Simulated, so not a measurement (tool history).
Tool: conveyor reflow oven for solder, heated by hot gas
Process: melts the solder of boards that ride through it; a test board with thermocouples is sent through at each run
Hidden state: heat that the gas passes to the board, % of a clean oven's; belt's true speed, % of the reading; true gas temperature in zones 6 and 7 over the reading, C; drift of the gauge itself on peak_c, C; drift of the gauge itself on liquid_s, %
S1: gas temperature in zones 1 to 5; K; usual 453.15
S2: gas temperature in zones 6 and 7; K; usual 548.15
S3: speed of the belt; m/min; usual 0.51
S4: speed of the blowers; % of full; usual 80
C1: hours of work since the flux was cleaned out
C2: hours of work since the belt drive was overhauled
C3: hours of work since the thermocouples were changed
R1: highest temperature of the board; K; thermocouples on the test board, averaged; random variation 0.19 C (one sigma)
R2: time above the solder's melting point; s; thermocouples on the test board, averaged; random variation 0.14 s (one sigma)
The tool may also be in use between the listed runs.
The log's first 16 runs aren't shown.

run	hour	S1	S2	S3	S4	C1	C2	C3	R1	R2
# hour 125.7: belt drive overhauled, speed set with a stopwatch
17	131.3	453.15	548.15	0.456	80	39	2	238	536.05	68.3
18	140.1	453.15	557.15	0.603	80	42	6	242	533.95	49.7
19	150.5	453.15	557.15	0.603	81	47	11	247	534.45	50
20	156.1	453.15	557.15	0.603	81	50	14	249	534.35	50
21	160.8	453.15	563.15	0.602	51	52	16	251	525.75	43.5
22	170.5	453.15	548.15	0.444	70	56	20	256	534.55	69
23	180.6	453.15	548.15	0.444	70	60	24	260	534.25	68.9
# hour 187.4: belt drive overhauled, speed set with a stopwatch, once more
24	194.9	461.15	538.15	0.442	80	65	3	265	528.95	70
25	205.7	453.15	548.15	0.51	62	70	8	270	527.15	54.4
26	210.3	450.15	560.15	0.579	82	72	10	272	538.25	52.9
27	216.7	455.15	563.15	0.516	53	75	13	275	535.25	59
28	224.6	455.15	563.15	0.516	53	78	17	278	535.45	58.9
29	235.5	455.15	563.15	0.551	80	83	21	283	543.45	59.5
30	244.7	455.15	563.15	0.551	80	87	26	287	542.85	59.5
31	250	453.15	560.15	0.51	60	90	28	289	536.05	60.2
32	258	455.15	560.15	0.596	71	93	31	293	534.25	50.6

Forecast each of these 3 alternatives for the next run:
A	266.2	440.15	548.15	0.51	62	97	35	297	?	?
B	266.2	452.15	548.15	0.51	80	97	35	297	?	?
C	266.2	453.15	548.15	0.574	80	97	35	297	?	?

run	R1	R2
A	523.95	48
B	532.25	58.3
C	528.45	49.4
Without the tool's hidden state the same runs would have given:
run	R1	R2
A	523.85	48.1
B	532.05	58.3
C	528.35	49.4
